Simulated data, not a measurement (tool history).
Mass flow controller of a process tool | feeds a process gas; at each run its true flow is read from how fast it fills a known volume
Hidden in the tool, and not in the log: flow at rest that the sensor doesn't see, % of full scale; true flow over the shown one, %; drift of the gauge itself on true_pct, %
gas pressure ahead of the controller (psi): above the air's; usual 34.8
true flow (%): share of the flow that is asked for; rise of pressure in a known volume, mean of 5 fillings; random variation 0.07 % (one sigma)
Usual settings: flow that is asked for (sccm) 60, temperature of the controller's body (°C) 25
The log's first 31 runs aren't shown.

run,day,flow that is asked for (sccm),gas pressure ahead of the controller (psi),temperature of the controller's body (°C),hours of work since the controller was set to zero,hours of work since the controller was changed,true flow (%)
32,352.950,24,21.2,25,1511,7578,96.90
33,361.867,24,21.2,25,1608,7676,96.87
34,372.800,24,21.2,25,1729,7796,96.68
35,386.108,24,21.2,25,1875,7943,96.66
36,393.788,122,32.3,20,1959,8027,96.49
37,406.904,122,26.4,33,2103,8171,96.41
38,423.442,68,35.0,25,2285,8353,95.67
39,432.738,68,35.0,25,2387,8455,95.47
40,439.750,23,34.8,25,2464,8532,95.27
41,447.967,23,34.8,25,2554,8622,95.16
42,455.779,23,33.6,31,2640,8708,94.88
43,464.775,60,35.1,32,2739,8807,94.87
44,480.521,101,35.1,32,2912,8979,94.95
45,491.129,101,35.1,32,3028,9096,94.69
46,501.612,101,35.1,32,3143,9211,94.62
47,515.500,50,36.3,38,3296,9364,93.99
48,531.675,50,36.3,38,3474,9541,93.76

3 ways to go on from here, each from the tool as it stands after run 48. What would each give?
A,547.950,50,36.3,27,3652,9720,?
B,547.950,139,39.3,27,3652,9720,?
C,547.950,50,28.3,38,3652,9720,?

run,true flow (%)
A,93.81
B,94.12
C,93.90
Without the tool's hidden state the same runs would have given:
run,true flow (%)
A,98.87
B,99.21
C,98.97

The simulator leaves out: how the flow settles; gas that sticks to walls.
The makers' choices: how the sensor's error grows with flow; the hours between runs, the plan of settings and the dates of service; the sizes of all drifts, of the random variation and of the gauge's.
